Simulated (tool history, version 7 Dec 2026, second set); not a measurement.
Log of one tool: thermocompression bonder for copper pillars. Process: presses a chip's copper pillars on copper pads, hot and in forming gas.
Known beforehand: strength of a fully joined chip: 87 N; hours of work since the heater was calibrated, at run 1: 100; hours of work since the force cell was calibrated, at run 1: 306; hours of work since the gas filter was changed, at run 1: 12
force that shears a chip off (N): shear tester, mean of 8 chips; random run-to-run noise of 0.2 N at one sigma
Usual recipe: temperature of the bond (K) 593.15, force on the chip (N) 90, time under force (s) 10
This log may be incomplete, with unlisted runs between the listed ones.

| run | hour | temperature of the bond (K) | force on the chip (N) | time under force (s) | hours of work since the heater was calibrated | hours of work since the force cell was calibrated | hours of work since the gas filter was changed | force that shears a chip off (N) |
|---|---|---|---|---|---|---|---|---|
| 1 | 0.0 | 593.15 | 90 | 10 | 100 | 306 | 12 | 37.6 |
| 2 | 13.2 | 593.15 | 90 | 10 | 108 | 314 | 20 | 37.8 |
| 3 | 22.9 | 593.15 | 57 | 10 | 114 | 320 | 26 | 27.1 |
| 4 | 38.6 | 593.15 | 57 | 10 | 124 | 330 | 35 | 27.4 |
| 5 | 47.9 | 593.15 | 57 | 10 | 130 | 336 | 41 | 27.3 |
| 6 | 55.4 | 593.15 | 57 | 10 | 134 | 340 | 46 | 27.3 |
| 7 | 68.5 | 593.15 | 90 | 9 | 142 | 348 | 54 | 36.1 |
| 8 | 79.1 | 593.15 | 90 | 10 | 149 | 355 | 60 | 37.3 |
| 9 | 89.6 | 593.15 | 90 | 10 | 155 | 361 | 67 | 37.5 |
| 10 | 100.2 | 593.15 | 90 | 10 | 162 | 368 | 73 | 37.6 |
| 11 | 114.4 | 593.15 | 90 | 10 | 170 | 376 | 82 | 37.8 |
| 12 | 128.5 | 593.15 | 90 | 10 | 179 | 385 | 90 | 37.8 |
| 13 | 142.0 | 593.15 | 90 | 10 | 187 | 393 | 99 | 37.5 |
| 14 | 159.6 | 593.15 | 90 | 10 | 198 | 404 | 110 | 37.8 |
| 15 | 173.5 | 593.15 | 90 | 10 | 207 | 413 | 118 | 37.6 |
| 16 | 189.6 | 583.15 | 67 | 19 | 217 | 422 | 128 | 35.5 |
| 17 | 197.3 | 583.15 | 67 | 19 | 221 | 427 | 133 | 35.1 |
| 18 | 205.9 | 583.15 | 67 | 19 | 227 | 432 | 138 | 35.4 |
| 19 | 217.1 | 588.15 | 63 | 7 | 233 | 439 | 145 | 24.1 |
| 20 | 229.2 | 588.15 | 80 | 28 | 241 | 447 | 152 | 47.8 |
| 21 | 237.2 | 588.15 | 80 | 9 | 246 | 452 | 157 | 31.7 |
| 22 | 245.4 | 588.15 | 80 | 23 | 251 | 457 | 162 | 44.9 |
| 23 | 263.0 | 593.15 | 94 | 10 | 262 | 467 | 173 | 38.8 |
| 24 | 270.6 | 593.15 | 94 | 10 | 266 | 472 | 178 | 38.8 |

Predict the results of run 25:
| 25 | 286.2 | 593.15 | 94 | 10 | 276 | 482 | 187 | ? |

Run 25 gave force that shears a chip off (N) 38.1.
The same run, on a tool lacking any hidden state, would have yielded force that shears a chip off (N) 38.1.
